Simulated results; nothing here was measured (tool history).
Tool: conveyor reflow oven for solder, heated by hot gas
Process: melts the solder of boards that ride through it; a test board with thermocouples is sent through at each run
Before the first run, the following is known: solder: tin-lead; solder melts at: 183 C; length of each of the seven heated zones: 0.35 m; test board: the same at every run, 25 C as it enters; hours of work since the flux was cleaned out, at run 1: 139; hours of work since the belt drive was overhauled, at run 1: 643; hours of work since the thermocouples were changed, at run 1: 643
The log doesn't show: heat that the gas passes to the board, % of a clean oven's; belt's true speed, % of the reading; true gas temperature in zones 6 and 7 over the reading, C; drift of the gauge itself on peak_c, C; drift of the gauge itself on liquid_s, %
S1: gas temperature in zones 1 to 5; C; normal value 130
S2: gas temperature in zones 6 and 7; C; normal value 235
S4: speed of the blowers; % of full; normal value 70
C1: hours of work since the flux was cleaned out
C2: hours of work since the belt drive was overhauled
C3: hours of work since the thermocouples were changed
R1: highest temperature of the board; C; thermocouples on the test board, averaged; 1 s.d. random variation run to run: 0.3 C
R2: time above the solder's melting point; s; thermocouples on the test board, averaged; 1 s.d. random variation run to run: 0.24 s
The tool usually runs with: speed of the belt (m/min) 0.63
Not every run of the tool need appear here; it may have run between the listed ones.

run 1 hour=0 | S1=130 S2=235 speed_of_the_belt_(m/min)=0.63 S4=70 | C1=139 C2=643 C3=643 | R1=216.1 R2=46.4
run 2 hour=59.9 | S1=130 S2=235 speed_of_the_belt_(m/min)=0.63 S4=70 | C1=171 C2=675 C3=675 | R1=216 R2=46.5
run 3 hour=143 | S1=130 S2=235 speed_of_the_belt_(m/min)=0.63 S4=55 | C1=214 C2=718 C3=718 | R1=211.7 R2=42.7
run 4 hour=213.2 | S1=130 S2=235 speed_of_the_belt_(m/min)=0.63 S4=55 | C1=251 C2=755 C3=755 | R1=212 R2=42.9
run 5 hour=300.6 | S1=116 S2=235 speed_of_the_belt_(m/min)=0.63 S4=70 | C1=297 C2=801 C3=801 | R1=213.2 R2=41.3
run 6 hour=339.8 | S1=130 S2=235 speed_of_the_belt_(m/min)=0.63 S4=70 | C1=318 C2=821 C3=821 | R1=215.7 R2=46.5
run 7 hour=401.3 | S1=130 S2=247 speed_of_the_belt_(m/min)=0.63 S4=70 | C1=350 C2=854 C3=854 | R1=226.4 R2=53.1
-- hour=431.8 flux residue cleaned out of gas plates and filters
run 8 hour=467.2 | S1=130 S2=235 speed_of_the_belt_(m/min)=0.53 S4=70 | C1=19 C2=886 C3=886 | R1=221.6 R2=61
run 9 hour=506.8 | S1=130 S2=235 speed_of_the_belt_(m/min)=0.53 S4=70 | C1=39 C2=906 C3=906 | R1=221.5 R2=60.3
run 10 hour=554 | S1=130 S2=235 speed_of_the_belt_(m/min)=0.53 S4=70 | C1=64 C2=931 C3=931 | R1=221.5 R2=60.8
run 11 hour=600.6 | S1=130 S2=235 speed_of_the_belt_(m/min)=0.63 S4=86 | C1=89 C2=955 C3=955 | R1=219.2 R2=49.3
run 12 hour=645.6 | S1=130 S2=235 speed_of_the_belt_(m/min)=0.63 S4=86 | C1=112 C2=979 C3=979 | R1=218.7 R2=49.6
run 13 hour=693 | S1=130 S2=235 speed_of_the_belt_(m/min)=0.63 S4=86 | C1=137 C2=1004 C3=1004 | R1=219.6 R2=49.5
run 14 hour=738.6 | S1=130 S2=235 speed_of_the_belt_(m/min)=0.63 S4=86 | C1=161 C2=1028 C3=1028 | R1=219.2 R2=49.5
run 15 hour=795.2 | S1=130 S2=235 speed_of_the_belt_(m/min)=0.63 S4=86 | C1=191 C2=1058 C3=1058 | R1=219.8 R2=48.9
run 16 hour=878.9 | S1=130 S2=228 speed_of_the_belt_(m/min)=0.63 S4=70 | C1=234 C2=1101 C3=1101 | R1=209.7 R2=42
run 17 hour=947.4 | S1=130 S2=228 speed_of_the_belt_(m/min)=0.709 S4=53 | C1=270 C2=1137 C3=1137 | R1=200.6 R2=26.9
run 18 hour=986.2 | S1=121 S2=248 speed_of_the_belt_(m/min)=0.531 S4=72 | C1=291 C2=1158 C3=1158 | R1=232.3 R2=65
run 19 hour=1047.9 | S1=121 S2=248 speed_of_the_belt_(m/min)=0.531 S4=72 | C1=323 C2=1190 C3=1190 | R1=232.8 R2=64.6
-- hour=1127.2 flux residue cleaned out of gas plates and filters
run 20 hour=1141.2 | S1=135 S2=240 speed_of_the_belt_(m/min)=0.531 S4=72 | C1=7 C2=1236 C3=1236 | R1=227.2 R2=65.6
run 21 hour=1228 | S1=135 S2=240 speed_of_the_belt_(m/min)=0.698 S4=68 | C1=53 C2=1282 C3=1282 | R1=217 R2=43.1
run 22 hour=1291.7 | S1=130 S2=245 speed_of_the_belt_(m/min)=0.63 S4=75 | C1=86 C2=1315 C3=1315 | R1=225.8 R2=52.8
run 23 hour=1361 | S1=130 S2=250 speed_of_the_belt_(m/min)=0.527 S4=70 | C1=123 C2=1352 C3=1352 | R1=235.8 R2=68.7
-- hour=1430.9 belt drive overhauled, speed set with a stopwatch
run 24 hour=1438.8 | S1=140 S2=235 speed_of_the_belt_(m/min)=0.543 S4=70 | C1=161 C2=4 C3=1390 | R1=222.1 R2=63.2
-- hour=1494.4 thermocouples of zones 6 and 7 changed
run 25 hour=1498.9 | S1=115 S2=235 speed_of_the_belt_(m/min)=0.543 S4=70 | C1=192 C2=35 C3=2 | R1=218.6 R2=52.8
run 26 hour=1586 | S1=115 S2=235 speed_of_the_belt_(m/min)=0.543 S4=70 | C1=238 C2=80 C3=48 | R1=219 R2=52.5
run 27 hour=1633.2 | S1=115 S2=235 speed_of_the_belt_(m/min)=0.55 S4=76 | C1=262 C2=105 C3=73 | R1=219.6 R2=52.9
run 28 hour=1671.9 | S1=115 S2=235 speed_of_the_belt_(m/min)=0.55 S4=76 | C1=283 C2=125 C3=93 | R1=219.3 R2=52.9
run 29 hour=1734.2 | S1=115 S2=235 speed_of_the_belt_(m/min)=0.55 S4=76 | C1=315 C2=158 C3=126 | R1=219.8 R2=52.9
run 30 hour=1771.4 | S1=115 S2=223 speed_of_the_belt_(m/min)=0.667 S4=76 | C1=335 C2=178 C3=145 | R1=202.8 R2=29.1
run 31 hour=1809.5 | S1=125 S2=247 speed_of_the_belt_(m/min)=0.641 S4=90 | C1=355 C2=198 C3=165 | R1=229.6 R2=52.7

What differs in the tool's unlogged condition from the final listed run ahead of each entry between runs to the first listed run following it?
In the gap between runs 7 and 8: flux residue cleaned out of gas plates and filters (hour 431.8)
  heat that the gas passes to the board, % of a clean oven's: 99.7 -> 100
In the gap between runs 19 and 20: flux residue cleaned out of gas plates and filters (hour 1127.2)
  heat that the gas passes to the board, % of a clean oven's: 99.8 -> 100; belt's true speed, % of the reading: 99.81 -> 99.8; true gas temperature in zones 6 and 7 over the reading, C: -0.11 -> -0.12
In the gap between runs 23 and 24: belt drive overhauled, speed set with a stopwatch (hour 1430.9)
  belt's true speed, % of the reading: 99.79 -> 99.99
In the gap between runs 24 and 25: thermocouples of zones 6 and 7 changed (hour 1494.4)
  heat that the gas passes to the board, % of a clean oven's: 99.9 -> 99.8; true gas temperature in zones 6 and 7 over the reading, C: -0.13 -> 0
